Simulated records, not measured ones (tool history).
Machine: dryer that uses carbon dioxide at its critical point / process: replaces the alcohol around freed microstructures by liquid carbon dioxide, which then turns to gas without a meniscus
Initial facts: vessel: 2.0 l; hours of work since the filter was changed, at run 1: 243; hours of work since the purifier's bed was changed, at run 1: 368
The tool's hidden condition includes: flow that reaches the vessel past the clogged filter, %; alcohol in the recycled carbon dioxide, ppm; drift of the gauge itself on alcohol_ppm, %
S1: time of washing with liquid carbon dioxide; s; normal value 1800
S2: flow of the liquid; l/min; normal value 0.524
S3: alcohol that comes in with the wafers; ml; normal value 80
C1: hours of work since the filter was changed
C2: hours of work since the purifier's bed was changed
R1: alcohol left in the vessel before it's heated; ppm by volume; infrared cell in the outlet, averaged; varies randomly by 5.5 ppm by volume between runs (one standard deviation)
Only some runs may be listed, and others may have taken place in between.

run,day,S1,S2,S3,C1,C2,R1
1,0,1800,0.524,80,243,368,277
2,1.496,1800,0.524,80,265,390,303
3,3.792,1800,0.524,80,300,425,315
4,4.838,1800,0.524,80,316,441,325
5,6.671,1800,0.524,80,343,468,361
# day 7.433: inlet filter changed
6,8.079,1800,0.524,118,10,489,295
7,9.317,1800,0.791,80,28,507,100
8,11.125,1800,0.791,80,56,535,90
9,12.562,1800,0.791,80,77,556,98
10,14.4,1380,0.524,80,105,584,721
11,16.558,1380,0.524,80,137,616,759
12,17.883,1800,0.524,116,157,636,373
13,19.033,1800,0.524,116,175,654,406
14,20.471,1800,0.524,116,196,675,413
15,21.525,1800,0.524,116,212,691,416
16,22.979,1800,0.524,116,234,713,456
17,24.612,1320,0.42,21,259,738,615
18,26.933,1740,0.328,81,294,773,1951
19,28.196,1620,0.498,77,313,792,665
20,30.342,1980,0.45,39,345,824,306
# day 30.896: inlet filter changed
21,31.725,1980,0.49,118,12,844,314
22,32.904,1980,0.694,112,30,862,152
23,34.754,2100,0.55,55,58,890,164

Here are 3 independent what-if runs from the current tool condition. What would each one return?
A,36.075,2160,0.706,47,78,910,?
B,36.075,2100,0.55,75,78,910,?
C,36.075,1800,0.744,90,78,910,?

run,R1
A,144
B,182
C,147
Without the tool's unlogged condition, the same runs would have read:
run,R1
A,7
B,39
C,8
